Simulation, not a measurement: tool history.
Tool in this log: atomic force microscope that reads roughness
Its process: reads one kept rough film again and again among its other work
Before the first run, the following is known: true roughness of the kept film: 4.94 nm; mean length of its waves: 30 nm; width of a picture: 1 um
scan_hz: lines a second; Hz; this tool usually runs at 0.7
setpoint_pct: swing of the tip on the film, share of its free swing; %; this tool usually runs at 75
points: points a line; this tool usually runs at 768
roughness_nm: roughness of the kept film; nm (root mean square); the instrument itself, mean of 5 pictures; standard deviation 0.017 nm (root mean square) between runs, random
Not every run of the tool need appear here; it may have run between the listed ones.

run 1 hour=0 | scan_hz=0.7 setpoint_pct=75 points=768 | roughness_nm=3.737
run 2 hour=32.7 | scan_hz=0.7 setpoint_pct=75 points=768 | roughness_nm=3.58
run 3 hour=68 | scan_hz=0.7 setpoint_pct=75 points=768 | roughness_nm=3.454
run 4 hour=96.5 | scan_hz=0.7 setpoint_pct=65 points=768 | roughness_nm=3.384
-- hour=109.1 new tip fitted
run 5 hour=124.6 | scan_hz=2.769 setpoint_pct=75 points=768 | roughness_nm=3.361
run 6 hour=186.4 | scan_hz=2.769 setpoint_pct=75 points=768 | roughness_nm=3.106
run 7 hour=227.9 | scan_hz=0.542 setpoint_pct=60 points=326 | roughness_nm=3.492
-- hour=267.5 new tip fitted
run 8 hour=283 | scan_hz=0.542 setpoint_pct=60 points=326 | roughness_nm=4.036
run 9 hour=311.9 | scan_hz=0.542 setpoint_pct=60 points=326 | roughness_nm=3.906
run 10 hour=350.7 | scan_hz=0.688 setpoint_pct=75 points=768 | roughness_nm=3.579

Branching from run 10: 5 alternative next runs. What would each branch give?
run A hour=395.5 | scan_hz=1.127 setpoint_pct=77 points=883 | roughness_nm=?
run B hour=395.5 | scan_hz=0.688 setpoint_pct=84 points=768 | roughness_nm=?
run C hour=395.5 | scan_hz=0.882 setpoint_pct=75 points=264 | roughness_nm=?
run D hour=395.5 | scan_hz=0.7 setpoint_pct=75 points=730 | roughness_nm=?
run E hour=395.5 | scan_hz=1.267 setpoint_pct=75 points=294 | roughness_nm=?

run=A roughness_nm=3.231
run=B roughness_nm=3.297
run=C roughness_nm=3.278
run=D roughness_nm=3.392
run=E roughness_nm=3.223
With no hidden state in the tool, these same runs would have given:
run=A roughness_nm=3.858
run=B roughness_nm=3.934
run=C roughness_nm=3.913
run=D roughness_nm=4.049
run=E roughness_nm=3.848

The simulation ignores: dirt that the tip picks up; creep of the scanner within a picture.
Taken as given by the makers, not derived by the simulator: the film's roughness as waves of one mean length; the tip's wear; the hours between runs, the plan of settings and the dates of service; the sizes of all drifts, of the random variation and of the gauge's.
